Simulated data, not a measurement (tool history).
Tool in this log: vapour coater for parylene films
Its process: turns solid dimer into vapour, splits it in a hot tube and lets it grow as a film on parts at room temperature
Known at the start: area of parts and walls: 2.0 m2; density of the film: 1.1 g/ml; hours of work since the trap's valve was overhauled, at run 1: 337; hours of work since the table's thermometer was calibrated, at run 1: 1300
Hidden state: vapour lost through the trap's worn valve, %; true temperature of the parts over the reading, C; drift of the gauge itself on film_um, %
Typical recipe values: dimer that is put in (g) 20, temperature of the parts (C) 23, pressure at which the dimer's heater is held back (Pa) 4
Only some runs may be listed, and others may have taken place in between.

| run | day | dimer that is put in (g) | temperature of the parts (C) | pressure at which the dimer's heater is held back (Pa) | hours of work since the trap's valve was overhauled | hours of work since the table's thermometer was calibrated | thickness of the film (µm) |
|---|---|---|---|---|---|---|---|
| 1 | 0 | 20 | 23 | 4 | 337 | 1300 | 5.21 |
| 2 | 1.162 | 20 | 23 | 4 | 361 | 1324 | 5.14 |
| 3 | 2.612 | 20 | 23 | 4 | 390 | 1354 | 5.08 |
| 4 | 3.704 | 20 | 23 | 4 | 412 | 1376 | 5.02 |
| 5 | 5.2 | 20 | 23 | 7.16 | 443 | 1406 | 4.5 |
| 6 | 6.054 | 13 | 23 | 7.16 | 460 | 1424 | 2.87 |
| 7 | 7.733 | 20 | 23 | 6.88 | 495 | 1458 | 4.42 |
| 8 | 8.729 | 20 | 23 | 6.88 | 515 | 1479 | 4.42 |
| 9 | 10.121 | 20 | 23 | 6.88 | 544 | 1507 | 4.39 |
| 10 | 11.504 | 20 | 23 | 4 | 572 | 1535 | 4.87 |
| 11 | 12.442 | 20 | 23 | 4 | 591 | 1554 | 4.89 |
| 12 | 13.288 | 20 | 23 | 4 | 608 | 1572 | 4.87 |
|  | 13.921 | table's thermometer calibrated |
|  | 14.204 | trap's valve overhauled |
| 13 | 14.471 | 14 | 23 | 4 | 6 | 8 | 3.83 |
| 14 | 16.071 | 9 | 23 | 4 | 38 | 40 | 2.48 |
| 15 | 17.379 | 9 | 23 | 4 | 65 | 67 | 2.43 |
| 16 | 18.067 | 20 | 30 | 4 | 79 | 81 | 4.49 |
| 17 | 19.458 | 34 | 23 | 4 | 107 | 110 | 9.09 |
| 18 | 21.058 | 17 | 16 | 7.19 | 140 | 142 | 4.93 |
| 19 | 22.488 | 17 | 16 | 7.19 | 169 | 172 | 4.93 |
| 20 | 23.775 | 17 | 16 | 7.19 | 196 | 198 | 4.92 |
| 21 | 25.017 | 17 | 16 | 7.19 | 221 | 223 | 4.87 |
| 22 | 26.179 | 17 | 16 | 7.19 | 245 | 247 | 4.78 |
| 23 | 27.671 | 26 | 18 | 4.9 | 275 | 278 | 7.5 |
| 24 | 28.429 | 15 | 23 | 3.37 | 291 | 293 | 4 |
| 25 | 30.046 | 15 | 23 | 3.37 | 324 | 326 | 3.97 |
| 26 | 31.479 | 15 | 23 | 3.37 | 353 | 355 | 3.97 |
| 27 | 32.538 | 31 | 25 | 4 | 375 | 377 | 7.47 |

5 options for the next run, each taken on its own from the tool as it stands now. Forecast them:
| A | 33.433 | 11 | 23 | 4 | 393 | 395 | ? |
| B | 33.433 | 31 | 19 | 2.78 | 393 | 395 | ? |
| C | 33.433 | 10 | 16 | 2.72 | 393 | 395 | ? |
| D | 33.433 | 14 | 23 | 2.11 | 393 | 395 | ? |
| E | 33.433 | 17 | 23 | 4 | 393 | 395 | ? |

| run | thickness of the film (µm) |
|---|---|
| A | 2.79 |
| B | 9.56 |
| C | 3.34 |
| D | 4.04 |
| E | 4.35 |
What these runs would have given with no unlogged condition in the tool:
| run | thickness of the film (µm) |
|---|---|
| A | 3.07 |
| B | 10.52 |
| C | 3.67 |
| D | 4.44 |
| E | 4.78 |
